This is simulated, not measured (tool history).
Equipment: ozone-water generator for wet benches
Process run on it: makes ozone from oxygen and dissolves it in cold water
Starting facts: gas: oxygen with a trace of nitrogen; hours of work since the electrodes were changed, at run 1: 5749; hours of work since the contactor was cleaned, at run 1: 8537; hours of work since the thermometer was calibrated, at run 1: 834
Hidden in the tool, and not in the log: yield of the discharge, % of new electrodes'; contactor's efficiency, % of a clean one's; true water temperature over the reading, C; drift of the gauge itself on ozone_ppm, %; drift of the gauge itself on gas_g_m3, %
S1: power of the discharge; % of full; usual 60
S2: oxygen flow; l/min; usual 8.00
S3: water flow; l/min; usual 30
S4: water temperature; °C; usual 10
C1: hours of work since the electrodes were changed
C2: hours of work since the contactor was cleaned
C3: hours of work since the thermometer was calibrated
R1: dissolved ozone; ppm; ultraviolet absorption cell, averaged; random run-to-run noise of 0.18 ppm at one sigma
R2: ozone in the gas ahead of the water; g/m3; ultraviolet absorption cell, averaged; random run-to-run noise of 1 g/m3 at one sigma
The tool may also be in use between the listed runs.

run 1 day=0.000 | S1=60 S2=8.00 S3=30 S4=10 | C1=5749 C2=8537 C3=834 | R1=21.7 R2=162.0
run 2 day=7.317 | S1=60 S2=8.00 S3=30 S4=10 | C1=5875 C2=8663 C3=960 | R1=21.7 R2=163.9
run 3 day=13.175 | S1=60 S2=8.00 S3=30 S4=10 | C1=5976 C2=8763 C3=1061 | R1=21.8 R2=163.0
run 4 day=19.450 | S1=60 S2=8.00 S3=30 S4=10 | C1=6084 C2=8871 C3=1169 | R1=21.8 R2=163.7
run 5 day=26.783 | S1=60 S2=8.00 S3=30 S4=10 | C1=6210 C2=8998 C3=1295 | R1=21.5 R2=163.9
run 6 day=32.221 | S1=60 S2=8.00 S3=30 S4=10 | C1=6304 C2=9091 C3=1389 | R1=21.6 R2=160.7
run 7 day=38.054 | S1=60 S2=8.00 S3=30 S4=10 | C1=6404 C2=9192 C3=1490 | R1=21.6 R2=161.7
run 8 day=42.925 | S1=60 S2=8.00 S3=30 S4=10 | C1=6488 C2=9276 C3=1573 | R1=20.9 R2=162.7
run 9 day=50.675 | S1=60 S2=8.00 S3=30 S4=10 | C1=6621 C2=9409 C3=1707 | R1=21.4 R2=162.0
run 10 day=56.188 | S1=60 S2=5.60 S3=30 S4=10 | C1=6716 C2=9504 C3=1802 | R1=19.1 R2=183.2
run 11 day=59.742 | S1=44 S2=8.00 S3=30 S4=10 | C1=6778 C2=9565 C3=1863 | R1=17.5 R2=136.1
run 12 day=66.079 | S1=44 S2=8.00 S3=30 S4=10 | C1=6887 C2=9674 C3=1972 | R1=17.8 R2=135.1
run 13 day=72.825 | S1=80 S2=11.95 S3=30 S4=10 | C1=7003 C2=9791 C3=2088 | R1=26.7 R2=164.5
run 14 day=79.421 | S1=50 S2=11.95 S3=30 S4=10 | C1=7116 C2=9904 C3=2202 | R1=20.6 R2=125.9
run 15 day=83.892 | S1=67 S2=8.00 S3=36 S4=8 | C1=7193 C2=9981 C3=2279 | R1=19.2 R2=170.3
run 16 day=91.179 | S1=60 S2=7.94 S3=23 S4=6 | C1=7319 C2=10107 C3=2404 | R1=27.4 R2=160.2
run 17 day=99.633 | S1=60 S2=13.19 S3=27 S4=6 | C1=7464 C2=10252 C3=2550 | R1=26.8 R2=134.1
run 18 day=104.054 | S1=60 S2=13.19 S3=27 S4=6 | C1=7541 C2=10328 C3=2626 | R1=26.7 R2=132.4

Each row is a separate what-if for the run after 18, all from the same tool condition, not one after another. Results?
-- day=109.812 contactor cleaned
run A day=110.038 | S1=81 S2=8.00 S3=30 S4=12 | C1=7641 C2=4 C3=2726 | R1=? R2=?
-- day=109.812 contactor cleaned
run B day=110.038 | S1=49 S2=8.00 S3=38 S4=10 | C1=7641 C2=4 C3=2726 | R1=? R2=?
-- day=109.812 contactor cleaned
run C day=110.038 | S1=60 S2=8.00 S3=19 S4=10 | C1=7641 C2=4 C3=2726 | R1=? R2=?

run=A R1=24.9 R2=187.7
run=B R1=15.7 R2=141.9
run=C R1=30.7 R2=158.4
Take away the tool's hidden state, keep each run's random variation, and the runs would have read:
run=A R1=28.6 R2=214.7
run=B R1=17.5 R2=156.5
run=C R1=34.6 R2=177.3
